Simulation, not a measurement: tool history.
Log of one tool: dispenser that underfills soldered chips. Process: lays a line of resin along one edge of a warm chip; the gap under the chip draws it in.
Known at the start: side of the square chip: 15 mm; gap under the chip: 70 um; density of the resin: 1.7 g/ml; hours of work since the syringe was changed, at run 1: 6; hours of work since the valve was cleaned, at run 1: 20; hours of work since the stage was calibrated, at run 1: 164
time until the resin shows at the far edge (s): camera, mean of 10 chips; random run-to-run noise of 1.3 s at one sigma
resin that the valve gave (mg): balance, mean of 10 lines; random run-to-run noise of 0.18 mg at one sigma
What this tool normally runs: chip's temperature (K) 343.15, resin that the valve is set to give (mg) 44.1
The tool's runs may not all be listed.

run   hour  chip's temperature (K)  resin that the valve is set to give (mg)  hours of work since the syringe was changed  hours of work since the valve was cleaned  hours of work since the stage was calibrated  time until the resin shows at the far edge (s)  resin that the valve gave (mg)
  1      0                  343.15                                      44.1                                            6                                         20                                           164                                             164                           43.11
  2    4.2                  343.15                                      41.9                                            9                                         23                                           167                                           179.4                           40.91
         7  -- new syringe of resin
  3      9                  343.15                                      41.9                                            1                                         26                                           170                                           140.8                           41.02
  4   11.9                  343.15                                      44.1                                            3                                         28                                           172                                           149.6                            43.1
  5   15.9                  343.15                                      44.1                                            6                                         31                                           175                                             164                           42.84
  6   18.7                  343.15                                      53.5                                            8                                         33                                           177                                           169.5                           52.14
  7   21.9                  343.15                                      53.5                                           11                                         36                                           179                                           185.3                           52.16
      22.6  -- new syringe of resin
  8   24.9                  343.15                                      53.5                                            2                                         38                                           181                                           140.5                           51.74
  9     30                  343.15                                      54.5                                            5                                         41                                           185                                           155.9                           52.69
 10   35.5                  343.15                                      54.5                                            9                                         45                                           189                                           175.1                           52.42
      38.2  -- new syringe of resin
 11   39.6                  343.15                                      54.5                                            1                                         48                                           192                                           135.7                           52.32
 12   43.3                  343.15                                      46.8                                            4                                         51                                           194                                             148                           44.68
 13   48.4                  348.15                                      44.1                                            7                                         54                                           198                                           129.9                           41.97
      53.8  -- new syringe of resin
 14   54.5                  348.15                                      44.1                                            1                                         58                                           202                                           106.4                           41.96
 15   58.3                  348.15                                      44.1                                            3                                         61                                           205                                           114.2                           41.56
 16   64.6                  348.15                                      44.1                                            8                                         66                                           209                                           132.8                           41.77
      69.3  -- new syringe of resin
 17   70.2                  348.15                                      44.1                                            1                                         70                                           213                                             110                           41.49
 18     73                  348.15                                      44.1                                            3                                         72                                           215                                           114.1                           41.28
 19   79.3                  348.15                                      44.1                                            7                                         76                                           220                                           132.2                           41.66
      80.8  -- dispensing valve cleaned and set on the balance
 20   83.2                  348.15                                      44.1                                            9                                          2                                           222                                           140.7                           44.38
        86  -- new syringe of resin
 21   86.9                  348.15                                      44.1                                            1                                          4                                           224                                           102.5                           44.18
 22   90.1                  350.15                                      39.9                                            3                                          7                                           227                                           103.4                           39.81
 23   93.5                  358.15                                      38.1                                            5                                          9                                           229                                            75.1                           37.65
 24    100                  358.15                                      38.1                                           10                                         14                                           234                                            87.8                           37.47
     101.6  -- new syringe of resin
 25  105.9                  358.15                                      38.1                                            3                                         18                                           238                                            71.3                           37.49
 26  110.8                  358.15                                      39.2                                            7                                         21                                           241                                            78.4                           38.92
 27  114.9                  358.15                                      39.2                                           10                                         24                                           244                                            85.9                           38.49
     117.3  -- new syringe of resin
 28  119.4                  358.15                                      39.2                                            1                                         27                                           247                                            68.6                           38.46
 29  122.7                  358.15                                      39.2                                            4                                         30                                           250                                            73.2                           38.18
 30    127                  353.15                                      41.9                                            7                                         33                                           253                                           102.4                            41.1
 31  132.4                  353.15                                      41.9                                           11                                         37                                           257                                             118                           41.04
     133.2  -- new syringe of resin
 32  137.3                  332.15                                      41.1                                            3                                         40                                           260                                           276.4                           39.88
 33    144                  332.15                                      41.1                                            8                                         45                                           265                                           322.4                           39.42
     148.8  -- new syringe of resin
 34  149.3                  343.15                                      42.2                                            0                                         48                                           268                                           142.1                           40.78
 35  155.6                  338.15                                        47                                            5                                         53                                           273                                             212                           45.09

Predict each of these 4 candidate next runs independently; none follows another, all start after run 35:
  A   162                  344.15                                      42.4                                            9                                         57                                           278                                               ?                               ?
  B   162                  338.15                                        46                                            9                                         57                                           278                                               ?                               ?
  C   162                  339.15                                      41.7                                            9                                         57                                           278                                               ?                               ?
  D   162                  345.15                                      44.1                                            9                                         57                                           278                                               ?                               ?

run  time until the resin shows at the far edge (s)  resin that the valve gave (mg)
  A                                           178.7                            40.9
  B                                             247                           44.08
  C                                           236.5                           39.87
  D                                             171                           41.93
Had the tool no hidden state, the same runs would have come out as:
run  time until the resin shows at the far edge (s)  resin that the valve gave (mg)
  A                                           121.8                           42.74
  B                                           168.3                           46.07
  C                                           160.8                           41.67
  D                                           116.9                           43.82

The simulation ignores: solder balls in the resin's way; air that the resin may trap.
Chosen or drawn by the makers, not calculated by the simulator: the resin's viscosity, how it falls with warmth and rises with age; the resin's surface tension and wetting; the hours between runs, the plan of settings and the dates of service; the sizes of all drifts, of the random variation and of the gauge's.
